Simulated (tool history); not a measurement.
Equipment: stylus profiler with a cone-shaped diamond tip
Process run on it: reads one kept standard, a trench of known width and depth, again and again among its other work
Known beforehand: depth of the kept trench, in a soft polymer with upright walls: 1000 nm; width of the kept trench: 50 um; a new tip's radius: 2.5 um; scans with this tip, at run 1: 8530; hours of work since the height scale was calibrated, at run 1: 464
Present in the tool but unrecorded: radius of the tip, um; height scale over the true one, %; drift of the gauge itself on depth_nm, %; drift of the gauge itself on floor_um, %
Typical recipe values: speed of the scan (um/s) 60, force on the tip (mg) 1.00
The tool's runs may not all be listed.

run    hour  speed of the scan (um/s)  force on the tip (mg)  scans with this tip  hours of work since the height scale was calibrated  depth of the trench (angstrom)  width of the trench's floor (µm)
  1     0.0                        60                   1.00                 8530                                                  464                         10096.2                             45.72
  2    87.5                        60                   1.00                 8851                                                  522                         10099.1                             45.73
  3   192.2                        60                   0.86                 9235                                                  592                         10086.1                             45.74
  4   240.3                        60                   0.43                 9412                                                  624                         10051.9                             45.59
  5   335.0                        60                   0.43                 9760                                                  687                         10056.1                             45.66
  6   447.0                        60                   1.00                10171                                                  762                         10095.6                             45.68
  7   512.8                        28                   1.00                10412                                                  806                         10092.4                             45.84
  8   598.6                        28                   0.50                10727                                                  864                         10060.0                             45.81
  9   650.6                        28                   0.50                10918                                                  898                         10059.6                             45.82
 10   718.3                        60                   0.94                11166                                                  944                         10089.8                             45.70
 11   772.1                        60                   1.00                11363                                                  980                         10093.8                             45.69
 12   821.7                        60                   0.39                11545                                                 1013                         10051.5                             45.60
      875.8  -- height scale calibrated on a step standard
 13   892.5                        60                   1.00                11803                                                   11                         10097.3                             45.70
 14   968.8                        60                   1.00                12084                                                   62                         10097.6                             45.74
 15  1059.3                        60                   1.00                12416                                                  123                         10097.0                             45.74
 16  1143.1                        60                   1.00                12723                                                  179                         10095.0                             45.76
 17  1218.6                        60                   1.00                13000                                                  229                         10094.0                             45.68
 18  1288.0                        60                   0.72                13255                                                  275                         10082.2                             45.69
 19  1393.2                        60                   0.72                13641                                                  346                         10075.9                             45.69
 20  1482.3                        60                   0.72                13968                                                  405                         10073.1                             45.70
 21  1545.4                        60                   0.72                14200                                                  447                         10076.7                             45.65
 22  1655.1                        60                   0.72                14602                                                  521                         10078.4                             45.67
 23  1752.0                        60                   0.72                14958                                                  585                         10075.3                             45.65
 24  1832.4                        60                   0.72                15253                                                  639                         10079.4                             45.69
 25  1941.0                       105                   1.81                15651                                                  712                         10143.5                             45.66
 26  2001.9                       150                   1.47                15875                                                  752                         10122.8                             45.50
 27  2112.7                       118                   0.98                16281                                                  827                         10097.8                             45.47
 28  2183.2                        50                   0.96                16540                                                  874                         10090.3                             45.78
 29  2300.2                        61                   0.65                16969                                                  952                         10069.6                             45.69
 30  2394.4                        45                   2.69                17315                                                 1015                         10184.6                             45.86
     2444.0  -- height scale calibrated on a step standard
 31  2490.7                        60                   0.57                17666                                                   31                         10065.3                             45.63
     2533.5  -- new tip fitted, height scale calibrated
 32  2604.8                        60                   0.57                  262                                                   48                         10064.3                             45.70
 33  2714.6                        22                   1.67                  665                                                  121                         10136.5                             45.93
 34  2817.4                        22                   1.67                 1042                                                  190                         10133.0                             45.92
 35  2881.8                       164                   0.41                 1279                                                  233                         10054.0                             44.97
 36  2958.4                       164                   0.41                 1559                                                  284                         10055.8                             44.92
 37  3034.3                        77                   1.95                 1838                                                  335                         10148.6                             45.75
 38  3134.8                        30                   1.95                 2207                                                  402                         10149.1                             45.90
 39  3223.8                       127                   2.49                 2534                                                  461                         10178.3                             45.72
 40  3288.0                        44                   1.67                 2769                                                  504                         10132.8                             45.86
 41  3357.5                        20                   1.00                 3024                                                  551                         10095.2                             45.93
 42  3419.6                        20                   1.00                 3252                                                  592                         10097.5                             45.92
 43  3480.8                        23                   0.47                 3476                                                  633                         10059.5                             45.87
 44  3565.5                        23                   0.47                 3788                                                  690                         10057.0                             45.87
 45  3635.5                        24                   0.43                 4044                                                  736                         10055.5                             45.83

Had the tool no unlogged condition, and each run kept its random variation, what would the results have been?
run  width of the trench's floor (µm)
  1                             45.74
  2                             45.75
  3                             45.75
  4                             45.61
  5                             45.68
  6                             45.70
  7                             45.86
  8                             45.83
  9                             45.84
 10                             45.73
 11                             45.72
 12                             45.62
 13                             45.72
 14                             45.76
 15                             45.76
 16                             45.78
 17                             45.70
 18                             45.72
 19                             45.72
 20                             45.72
 21                             45.68
 22                             45.70
 23                             45.68
 24                             45.72
 25                             45.69
 26                             45.53
 27                             45.50
 28                             45.81
 29                             45.72
 30                             45.90
 31                             45.67
 32                             45.70
 33                             45.93
 34                             45.93
 35                             44.97
 36                             44.92
 37                             45.76
 38                             45.91
 39                             45.73
 40                             45.86
 41                             45.94
 42                             45.93
 43                             45.88
 44                             45.88
 45                             45.84
depth of the trench (angstrom): differs from the measured result by no more than 0.5 in any run.
